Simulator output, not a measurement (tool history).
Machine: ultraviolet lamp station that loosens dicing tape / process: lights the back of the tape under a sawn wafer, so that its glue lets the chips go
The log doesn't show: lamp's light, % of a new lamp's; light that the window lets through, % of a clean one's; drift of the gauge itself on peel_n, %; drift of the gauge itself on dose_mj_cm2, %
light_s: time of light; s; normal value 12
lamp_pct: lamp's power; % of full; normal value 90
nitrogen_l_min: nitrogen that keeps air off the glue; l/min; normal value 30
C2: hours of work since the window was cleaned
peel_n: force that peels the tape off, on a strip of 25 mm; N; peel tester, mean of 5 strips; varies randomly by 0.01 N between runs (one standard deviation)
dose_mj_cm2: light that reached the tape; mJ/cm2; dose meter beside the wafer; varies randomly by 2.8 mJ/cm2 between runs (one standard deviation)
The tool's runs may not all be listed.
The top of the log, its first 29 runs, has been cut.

Run 30, hour 953.2: usual settings but light_s 17 s, lamp_pct 67 % of full, nitrogen_l_min 59 l/min; hours of work of the lamp 653; C2 81. Result: peel_n 0.262 N, dose_mj_cm2 422 mJ/cm2.
Run 31, hour 992.8: usual settings but light_s 17 s, lamp_pct 68 % of full, nitrogen_l_min 33 l/min; hours of work of the lamp 684; C2 112. Result: peel_n 0.359 N, dose_mj_cm2 430 mJ/cm2.
Run 32, hour 1027.0: usual settings but light_s 11 s; hours of work of the lamp 711; C2 139. Result: peel_n 0.515 N, dose_mj_cm2 365 mJ/cm2.
Run 33, hour 1055.1: usual settings but light_s 8 s, nitrogen_l_min 48 l/min; hours of work of the lamp 733; C2 162. Result: peel_n 0.662 N, dose_mj_cm2 267 mJ/cm2.
Run 34, hour 1096.9: usual settings but light_s 8 s, lamp_pct 95 % of full, nitrogen_l_min 48 l/min; hours of work of the lamp 766; C2 194. Result: peel_n 0.624 N, dose_mj_cm2 281 mJ/cm2.
Run 35, hour 1135.0: usual settings but lamp_pct 83 % of full, nitrogen_l_min 9 l/min; hours of work of the lamp 796; C2 224. Result: peel_n 1.234 N, dose_mj_cm2 367 mJ/cm2.
Run 36, hour 1168.3: usual settings but light_s 11 s, nitrogen_l_min 41 l/min; hours of work of the lamp 823; C2 251. Result: peel_n 0.426 N, dose_mj_cm2 365 mJ/cm2.
At hour 1171.4: window cleaned of glue's vapour.
Run 37, hour 1209.9: usual settings but light_s 24 s; hours of work of the lamp 855; C2 30. Result: peel_n 0.167 N, dose_mj_cm2 807 mJ/cm2.
Run 38, hour 1247.5: usual settings but light_s 24 s; hours of work of the lamp 885; C2 60. Result: peel_n 0.163 N, dose_mj_cm2 798 mJ/cm2.
Run 39, hour 1279.1: usual settings but light_s 16 s, lamp_pct 98 % of full, nitrogen_l_min 22 l/min; hours of work of the lamp 909; C2 85. Result: peel_n 0.271 N, dose_mj_cm2 580 mJ/cm2.
Run 40, hour 1315.2: usual settings but light_s 16 s, lamp_pct 98 % of full, nitrogen_l_min 22 l/min; hours of work of the lamp 938; C2 113. Result: peel_n 0.281 N, dose_mj_cm2 580 mJ/cm2.
Run 41, hour 1357.3: usual settings but light_s 10 s, lamp_pct 95 % of full, nitrogen_l_min 16 l/min; hours of work of the lamp 971; C2 146. Result: peel_n 0.872 N, dose_mj_cm2 354 mJ/cm2.

Estimate the outcome of run 42 from the log above:
Run 42, hour 1385.3: usual settings but light_s 19 s, lamp_pct 88 % of full, nitrogen_l_min 16 l/min; hours of work of the lamp 993; C2 168. Result: peel_n ?, dose_mj_cm2 ?.

peel_n: 0.327 N
dose_mj_cm2: 615 mJ/cm2
The same run, on a tool lacking any hidden state, would have yielded peel_n 0.325 N, dose_mj_cm2 618 mJ/cm2.

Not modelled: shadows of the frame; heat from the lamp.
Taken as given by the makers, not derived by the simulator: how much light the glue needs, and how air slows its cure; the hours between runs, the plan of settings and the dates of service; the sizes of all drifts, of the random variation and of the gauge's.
